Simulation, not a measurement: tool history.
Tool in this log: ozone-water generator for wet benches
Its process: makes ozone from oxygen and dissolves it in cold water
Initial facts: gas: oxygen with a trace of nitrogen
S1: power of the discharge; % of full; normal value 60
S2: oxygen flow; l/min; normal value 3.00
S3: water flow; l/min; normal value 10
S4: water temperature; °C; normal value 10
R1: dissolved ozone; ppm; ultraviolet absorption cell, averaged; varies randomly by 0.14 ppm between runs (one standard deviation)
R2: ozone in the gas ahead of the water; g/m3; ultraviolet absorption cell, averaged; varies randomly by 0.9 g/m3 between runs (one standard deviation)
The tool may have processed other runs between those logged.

run    hour  S1    S2  S3  S4    R1     R2
  1     0.0  60  3.00  10  10  15.6  144.3
       43.6  -- water thermometer calibrated
  2   110.3  60  3.00  10  10  15.6  141.1
  3   165.8  60  3.00  10  10  15.6  142.6
  4   269.5  60  3.00  10  10  15.7  141.8
  5   361.5  60  3.00  10  10  15.4  141.4
  6   462.6  60  3.00  10  10  15.5  140.8
  7   561.3  60  3.00  10  10  15.8  141.1
  8   676.0  60  3.00  10  10  15.4  139.4
  9   777.5  73  3.00  10  10  18.0  164.1
 10   871.0  73  3.00   7  10  24.1  163.8
 11   996.4  73  3.00   9  10  19.7  162.8
 12  1057.9  45  1.63   6  10  20.3  170.8
 13  1151.7  45  1.63   6  10  20.1  170.0
 14  1213.4  58  3.00  10  14  14.4  136.1
 15  1289.4  75  3.00  10  10  18.3  164.8
 16  1362.9  60  3.00   7   8  20.8  140.0
 17  1495.9  82  2.94   7   8  26.7  179.9
 18  1607.1  84  3.00  10   6  20.8  180.4
 19  1691.1  84  3.00  10   6  20.6  178.7
 20  1793.1  53  3.00  15  10   9.6  127.8
 21  1918.5  60  3.00  10   9  15.4  138.9

The same runs without the tool's hidden state, with the same run-to-run variation:
The tool's hidden condition here consists of: yield of the discharge, % of new electrodes'; contactor's efficiency, % of a clean one's; true water temperature over the reading, C; drift of the gauge itself on ozone_ppm, %; drift of the gauge itself on gas_g_m3, %.
run    R1     R2
  1  17.2  152.0
  2  17.1  148.8
  3  17.2  150.6
  4  17.2  150.0
  5  17.0  149.6
  6  17.2  149.3
  7  17.4  149.7
  8  17.1  148.2
  9  20.2  176.5
 10  27.0  176.4
 11  22.2  175.8
 12  22.1  179.4
 13  22.0  178.7
 14  16.1  145.4
 15  20.8  179.1
 16  23.3  150.2
 17  30.5  197.3
 18  24.0  198.6
 19  23.8  197.0
 20  10.8  136.7
 21  17.5  150.2

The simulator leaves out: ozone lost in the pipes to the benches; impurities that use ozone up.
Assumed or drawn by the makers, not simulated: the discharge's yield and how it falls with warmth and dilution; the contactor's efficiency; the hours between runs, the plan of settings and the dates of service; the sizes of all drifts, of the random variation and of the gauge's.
